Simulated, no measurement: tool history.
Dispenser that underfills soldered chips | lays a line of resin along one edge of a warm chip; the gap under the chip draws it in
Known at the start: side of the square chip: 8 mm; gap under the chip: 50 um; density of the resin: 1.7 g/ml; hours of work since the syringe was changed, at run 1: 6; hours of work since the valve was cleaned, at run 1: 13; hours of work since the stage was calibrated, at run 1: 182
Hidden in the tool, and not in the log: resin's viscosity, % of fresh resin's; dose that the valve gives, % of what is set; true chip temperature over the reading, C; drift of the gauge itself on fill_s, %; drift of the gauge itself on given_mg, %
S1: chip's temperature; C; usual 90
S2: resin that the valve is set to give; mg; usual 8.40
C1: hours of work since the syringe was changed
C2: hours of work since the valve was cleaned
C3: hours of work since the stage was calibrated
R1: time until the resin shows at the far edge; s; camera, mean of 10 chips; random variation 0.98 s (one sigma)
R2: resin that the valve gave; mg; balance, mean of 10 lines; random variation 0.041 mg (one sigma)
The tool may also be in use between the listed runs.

Run 1, hour 0.0: usual settings; C1 6; C2 13; C3 182. Result: R1 145.1 s, R2 8.27 mg.
At hour 2.5: new syringe of resin.
Run 2, hour 11.1: usual settings but S2 8.19 mg; C1 6; C2 20; C3 189. Result: R1 137.9 s, R2 8.09 mg.
At hour 13.8: new syringe of resin.
Run 3, hour 22.1: usual settings; C1 5; C2 27; C3 196. Result: R1 137.0 s, R2 8.21 mg.
At hour 25.3: new syringe of resin.
Run 4, hour 30.0: usual settings but S2 8.75 mg; C1 3; C2 32; C3 201. Result: R1 113.3 s, R2 8.44 mg.
At hour 36.9: new syringe of resin.
Run 5, hour 37.0: usual settings; C1 0; C2 36; C3 205. Result: R1 90.7 s, R2 8.14 mg.
Run 6, hour 45.3: usual settings; C1 5; C2 42; C3 211. Result: R1 139.1 s, R2 8.09 mg.
At hour 48.1: new syringe of resin.
Run 7, hour 55.3: usual settings; C1 5; C2 48; C3 217. Result: R1 131.1 s, R2 8.06 mg.
At hour 57.9: dispensing valve cleaned and set on the balance.
At hour 61.1: new syringe of resin.
Run 8, hour 66.5: usual settings; C1 4; C2 5; C3 223. Result: R1 117.5 s, R2 8.35 mg.
Run 9, hour 71.2: usual settings; C1 7; C2 8; C3 226. Result: R1 150.3 s, R2 8.27 mg.
At hour 72.5: new syringe of resin.
Run 10, hour 81.1: usual settings but S1 83 C; C1 6; C2 15; C3 233. Result: R1 184.5 s, R2 8.34 mg.
At hour 84.1: new syringe of resin.
Run 11, hour 93.0: usual settings but S1 83 C, S2 9.42 mg; C1 6; C2 22; C3 240. Result: R1 190.9 s, R2 9.22 mg.
At hour 95.9: new syringe of resin.
Run 12, hour 99.9: usual settings but S1 83 C, S2 9.42 mg; C1 3; C2 27; C3 244. Result: R1 145.6 s, R2 9.11 mg.
At hour 107.1: new syringe of resin.
Run 13, hour 107.4: usual settings; C1 0; C2 31; C3 249. Result: R1 90.8 s, R2 8.18 mg.
Run 14, hour 112.5: usual settings; C1 3; C2 35; C3 252. Result: R1 120.5 s, R2 8.16 mg.
Run 15, hour 117.4: usual settings but S1 79 C; C1 7; C2 38; C3 256. Result: R1 248.5 s, R2 8.14 mg.
At hour 118.5: new syringe of resin.
Run 16, hour 127.4: usual settings but S1 79 C; C1 6; C2 44; C3 262. Result: R1 237.1 s, R2 8.08 mg.
At hour 129.9: new syringe of resin.
Run 17, hour 134.1: usual settings but S1 79 C; C1 3; C2 48; C3 266. Result: R1 178.5 s, R2 8.02 mg.
At hour 136.6: dispensing valve cleaned and set on the balance.
At hour 142.6: new syringe of resin.
Run 18, hour 146.8: usual settings but S1 76 C; C1 3; C2 6; C3 274. Result: R1 207.1 s, R2 8.34 mg.
Run 19, hour 152.7: usual settings but S1 76 C; C1 7; C2 10; C3 277. Result: R1 281.5 s, R2 8.27 mg.
At hour 154.3: new syringe of resin.
Run 20, hour 164.4: usual settings but S1 96 C, S2 7.73 mg; C1 7; C2 18; C3 285. Result: R1 119.4 s, R2 7.61 mg.
At hour 165.8: new syringe of resin.
Run 21, hour 170.7: usual settings but S1 104 C, S2 7.33 mg; C1 3; C2 22; C3 289. Result: R1 64.9 s, R2 7.03 mg.
At hour 177.4: new syringe of resin.
Run 22, hour 178.3: usual settings but S1 98 C, S2 9.68 mg; C1 1; C2 26; C3 293. Result: R1 63.4 s, R2 9.46 mg.
At hour 188.9: new syringe of resin.
Run 23, hour 190.1: usual settings but S1 99 C, S2 7.74 mg; C1 1; C2 34; C3 301. Result: R1 65.7 s, R2 7.50 mg.
Run 24, hour 195.5: usual settings but S1 78 C, S2 8.95 mg; C1 4; C2 37; C3 304. Result: R1 212.0 s, R2 8.62 mg.
At hour 200.8: new syringe of resin.
Run 25, hour 207.2: usual settings but S1 92 C, S2 10.63 mg; C1 4; C2 45; C3 312. Result: R1 108.4 s, R2 10.16 mg.
At hour 212.4: new syringe of resin.
At hour 214.5: dispensing valve cleaned and set on the balance.
Run 26, hour 218.1: usual settings but S1 92 C, S2 10.63 mg; C1 3; C2 2; C3 318. Result: R1 101.8 s, R2 10.64 mg.
At hour 224.9: new syringe of resin.
Run 27, hour 227.4: usual settings but S1 92 C, S2 10.63 mg; C1 2; C2 8; C3 324. Result: R1 86.5 s, R2 10.62 mg.
Run 28, hour 234.9: usual settings but S1 92 C, S2 10.63 mg; C1 7; C2 13; C3 329. Result: R1 128.2 s, R2 10.38 mg.
At hour 236.9: new syringe of resin.
Run 29, hour 244.5: usual settings but S1 103 C, S2 7.90 mg; C1 5; C2 19; C3 335. Result: R1 75.6 s, R2 7.73 mg.
At hour 249.0: new syringe of resin.
Run 30, hour 250.2: usual settings but S1 86 C; C1 1; C2 23; C3 338. Result: R1 110.0 s, R2 8.19 mg.
Run 31, hour 257.8: usual settings but S1 86 C; C1 6; C2 28; C3 343. Result: R1 164.1 s, R2 8.23 mg.
At hour 260.4: new syringe of resin.
Run 32, hour 267.9: usual settings but S1 86 C, S2 10.35 mg; C1 5; C2 34; C3 350. Result: R1 153.5 s, R2 9.98 mg.
At hour 271.7: new syringe of resin.
Run 33, hour 278.8: usual settings but S2 9.28 mg; C1 5; C2 41; C3 357. Result: R1 125.7 s, R2 8.92 mg.
At hour 283.4: new syringe of resin.
Run 34, hour 289.7: usual settings but S1 99 C; C1 4; C2 48; C3 364. Result: R1 81.4 s, R2 8.03 mg.
At hour 292.9: dispensing valve cleaned and set on the balance.
At hour 296.6: new syringe of resin.
Run 35, hour 299.0: usual settings but S1 99 C; C1 2; C2 4; C3 369. Result: R1 65.3 s, R2 8.39 mg.

Measured less the same run without the tool's hidden state. The same run-to-run variation is in both; the gauge's scatter may not be:
run      R1     R2
  1   +52.7  -0.11
  2   +47.3  -0.17
  3   +44.2  -0.23
  4   +20.5  -0.29
  5    -2.8  -0.31
  6   +46.8  -0.35
  7   +35.9  -0.39
  8   +25.0  -0.04
  9   +58.1  -0.08
 10   +59.6  -0.12
 11   +66.9  -0.20
 12   +19.6  -0.24
 13    -3.2  -0.25
 14   +25.2  -0.28
 15   +97.1  -0.31
 16   +83.6  -0.36
 17   +26.0  -0.39
 18   +30.8  -0.08
 19  +106.9  -0.11
 20   +46.6  -0.16
 21   +12.7  -0.17
 22    -1.6  -0.28
 23    +0.1  -0.27
 24   +51.0  -0.34
 25   +25.4  -0.48
 26   +16.4  -0.03
 27    +3.5  -0.10
 28   +45.5  -0.15
 29   +22.5  -0.15
 30    -0.4  -0.19
 31   +54.2  -0.23
 32   +42.6  -0.35
 33   +33.2  -0.37
 34   +18.1  -0.39
 35    +3.0  +0.00

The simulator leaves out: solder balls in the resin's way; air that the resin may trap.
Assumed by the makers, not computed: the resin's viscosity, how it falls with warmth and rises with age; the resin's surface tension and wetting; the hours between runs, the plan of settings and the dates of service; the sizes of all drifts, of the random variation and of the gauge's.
